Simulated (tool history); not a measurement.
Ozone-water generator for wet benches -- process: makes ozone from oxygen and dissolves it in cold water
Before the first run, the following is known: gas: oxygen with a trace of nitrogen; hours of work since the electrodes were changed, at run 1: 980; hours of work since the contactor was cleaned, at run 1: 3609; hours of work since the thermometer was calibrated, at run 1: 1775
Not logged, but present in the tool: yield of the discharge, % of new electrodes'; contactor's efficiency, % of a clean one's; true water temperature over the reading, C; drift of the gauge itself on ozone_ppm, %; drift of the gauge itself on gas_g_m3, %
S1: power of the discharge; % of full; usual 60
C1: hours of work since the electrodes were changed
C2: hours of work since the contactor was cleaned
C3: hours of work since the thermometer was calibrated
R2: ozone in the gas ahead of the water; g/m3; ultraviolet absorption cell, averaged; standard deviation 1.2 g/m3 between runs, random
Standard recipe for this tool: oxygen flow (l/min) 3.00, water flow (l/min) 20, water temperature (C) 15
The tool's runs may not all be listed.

{"run": 1, "hour": 0.0, "S1": 60, "oxygen flow (l/min)": 3.0, "water flow (l/min)": 20, "water temperature (C)": 15, "C1": 980, "C2": 3609, "C3": 1775, "dissolved ozone (ppm)": 17.3, "R2": 219.4}
{"run": 2, "hour": 32.5, "S1": 60, "oxygen flow (l/min)": 3.0, "water flow (l/min)": 20, "water temperature (C)": 23, "C1": 1005, "C2": 3634, "C3": 1800, "dissolved ozone (ppm)": 15.9, "R2": 220.1}
{"run": 3, "hour": 62.3, "S1": 52, "oxygen flow (l/min)": 3.0, "water flow (l/min)": 20, "water temperature (C)": 15, "C1": 1028, "C2": 3657, "C3": 1823, "dissolved ozone (ppm)": 15.7, "R2": 193.5}
{"run": 4, "hour": 88.9, "S1": 52, "oxygen flow (l/min)": 3.0, "water flow (l/min)": 20, "water temperature (C)": 16, "C1": 1049, "C2": 3678, "C3": 1844, "dissolved ozone (ppm)": 15.5, "R2": 193.3}
{"run": 5, "hour": 146.1, "S1": 52, "oxygen flow (l/min)": 3.0, "water flow (l/min)": 20, "water temperature (C)": 16, "C1": 1093, "C2": 3722, "C3": 1888, "dissolved ozone (ppm)": 15.1, "R2": 193.5}
{"run": 6, "hour": 203.9, "S1": 60, "oxygen flow (l/min)": 4.28, "water flow (l/min)": 20, "water temperature (C)": 15, "C1": 1138, "C2": 3767, "C3": 1933, "dissolved ozone (ppm)": 18.6, "R2": 187.5}
{"run": 7, "hour": 262.5, "S1": 60, "oxygen flow (l/min)": 3.0, "water flow (l/min)": 20, "water temperature (C)": 15, "C1": 1184, "C2": 3813, "C3": 1979, "dissolved ozone (ppm)": 17.4, "R2": 219.0}
{"run": 8, "hour": 317.3, "S1": 60, "oxygen flow (l/min)": 1.67, "water flow (l/min)": 20, "water temperature (C)": 15, "C1": 1227, "C2": 3855, "C3": 2021, "dissolved ozone (ppm)": 14.0, "R2": 277.8}
{"run": 9, "hour": 350.4, "S1": 96, "oxygen flow (l/min)": 3.0, "water flow (l/min)": 20, "water temperature (C)": 15, "C1": 1252, "C2": 3881, "C3": 2047, "dissolved ozone (ppm)": 25.3, "R2": 320.3}
{"run": 10, "hour": 397.3, "S1": 60, "oxygen flow (l/min)": 3.0, "water flow (l/min)": 20, "water temperature (C)": 18, "C1": 1289, "C2": 3918, "C3": 2084, "dissolved ozone (ppm)": 16.8, "R2": 217.2}
{"run": 11, "hour": 442.1, "S1": 60, "oxygen flow (l/min)": 3.0, "water flow (l/min)": 20, "water temperature (C)": 18, "C1": 1324, "C2": 3953, "C3": 2118, "dissolved ozone (ppm)": 16.9, "R2": 219.4}
{"run": 12, "hour": 477.3, "S1": 60, "oxygen flow (l/min)": 3.0, "water flow (l/min)": 20, "water temperature (C)": 18, "C1": 1351, "C2": 3980, "C3": 2146, "dissolved ozone (ppm)": 16.9, "R2": 217.8}
{"run": 13, "hour": 517.5, "S1": 60, "oxygen flow (l/min)": 1.55, "water flow (l/min)": 20, "water temperature (C)": 15, "C1": 1382, "C2": 4011, "C3": 2177, "dissolved ozone (ppm)": 13.5, "R2": 282.4}
{"run": 14, "hour": 561.4, "S1": 60, "oxygen flow (l/min)": 1.55, "water flow (l/min)": 20, "water temperature (C)": 15, "C1": 1417, "C2": 4045, "C3": 2211, "dissolved ozone (ppm)": 13.3, "R2": 281.0}
{"run": 15, "hour": 613.2, "S1": 60, "oxygen flow (l/min)": 1.55, "water flow (l/min)": 20, "water temperature (C)": 15, "C1": 1457, "C2": 4086, "C3": 2252, "dissolved ozone (ppm)": 13.8, "R2": 282.6}
{"run": 16, "hour": 659.0, "S1": 60, "oxygen flow (l/min)": 3.0, "water flow (l/min)": 20, "water temperature (C)": 15, "C1": 1492, "C2": 4121, "C3": 2287, "dissolved ozone (ppm)": 17.2, "R2": 216.9}
{"run": 17, "hour": 689.2, "S1": 60, "oxygen flow (l/min)": 3.0, "water flow (l/min)": 20, "water temperature (C)": 15, "C1": 1516, "C2": 4145, "C3": 2311, "dissolved ozone (ppm)": 17.5, "R2": 216.5}
{"run": 18, "hour": 717.8, "S1": 42, "oxygen flow (l/min)": 1.73, "water flow (l/min)": 20, "water temperature (C)": 15, "C1": 1538, "C2": 4167, "C3": 2333, "dissolved ozone (ppm)": 10.6, "R2": 202.0}
{"run": 19, "hour": 753.1, "S1": 60, "oxygen flow (l/min)": 3.18, "water flow (l/min)": 20, "water temperature (C)": 16, "C1": 1566, "C2": 4194, "C3": 2360, "dissolved ozone (ppm)": 17.3, "R2": 212.7}
{"run": 20, "hour": 811.1, "S1": 60, "oxygen flow (l/min)": 3.18, "water flow (l/min)": 20, "water temperature (C)": 16, "C1": 1611, "C2": 4240, "C3": 2406, "dissolved ozone (ppm)": 17.4, "R2": 212.2}
{"run": 21, "hour": 855.0, "S1": 60, "oxygen flow (l/min)": 3.18, "water flow (l/min)": 20, "water temperature (C)": 12, "C1": 1645, "C2": 4274, "C3": 2440, "dissolved ozone (ppm)": 18.0, "R2": 209.1}
{"run": 22, "hour": 894.7, "S1": 60, "oxygen flow (l/min)": 3.18, "water flow (l/min)": 20, "water temperature (C)": 12, "C1": 1676, "C2": 4305, "C3": 2471, "dissolved ozone (ppm)": 17.8, "R2": 211.8}
{"run": 23, "hour": 921.4, "S1": 60, "oxygen flow (l/min)": 3.18, "water flow (l/min)": 20, "water temperature (C)": 12, "C1": 1697, "C2": 4325, "C3": 2491, "dissolved ozone (ppm)": 17.7, "R2": 211.1}
{"run": 24, "hour": 960.6, "S1": 60, "oxygen flow (l/min)": 3.18, "water flow (l/min)": 20, "water temperature (C)": 12, "C1": 1727, "C2": 4356, "C3": 2522, "dissolved ozone (ppm)": 18.0, "R2": 211.7}
{"run": 25, "hour": 1011.9, "S1": 60, "oxygen flow (l/min)": 3.18, "water flow (l/min)": 20, "water temperature (C)": 12, "C1": 1767, "C2": 4396, "C3": 2562, "dissolved ozone (ppm)": 17.8, "R2": 209.9}
{"run": 26, "hour": 1069.6, "S1": 60, "oxygen flow (l/min)": 3.18, "water flow (l/min)": 20, "water temperature (C)": 12, "C1": 1812, "C2": 4441, "C3": 2607, "dissolved ozone (ppm)": 18.0, "R2": 211.7}
{"run": 27, "hour": 1110.0, "S1": 94, "oxygen flow (l/min)": 3.18, "water flow (l/min)": 32, "water temperature (C)": 12, "C1": 1843, "C2": 4472, "C3": 2638, "dissolved ozone (ppm)": 16.8, "R2": 301.3}
{"run": 28, "hour": 1149.7, "S1": 70, "oxygen flow (l/min)": 1.65, "water flow (l/min)": 15, "water temperature (C)": 10, "C1": 1874, "C2": 4503, "C3": 2669, "dissolved ozone (ppm)": 21.2, "R2": 311.8}
{"run": 29, "hour": 1203.6, "S1": 70, "oxygen flow (l/min)": 1.65, "water flow (l/min)": 15, "water temperature (C)": 10, "C1": 1916, "C2": 4545, "C3": 2711, "dissolved ozone (ppm)": 21.1, "R2": 310.2}

Run 30, settings as shown, results not yet in. Your forecast:
{"run": 30, "hour": 1238.3, "S1": 60, "oxygen flow (l/min)": 3.0, "water flow (l/min)": 20, "water temperature (C)": 12, "C1": 1943, "C2": 4572, "C3": 2738, "dissolved ozone (ppm)": "?", "R2": "?"}

{"run 30": {"dissolved ozone (ppm)": 17.5, "R2": 216.5}}
Were there no unlogged condition in the tool, this run, its random variation unchanged, would have produced dissolved ozone (ppm) 18.4, R2 223.3 g/m3.

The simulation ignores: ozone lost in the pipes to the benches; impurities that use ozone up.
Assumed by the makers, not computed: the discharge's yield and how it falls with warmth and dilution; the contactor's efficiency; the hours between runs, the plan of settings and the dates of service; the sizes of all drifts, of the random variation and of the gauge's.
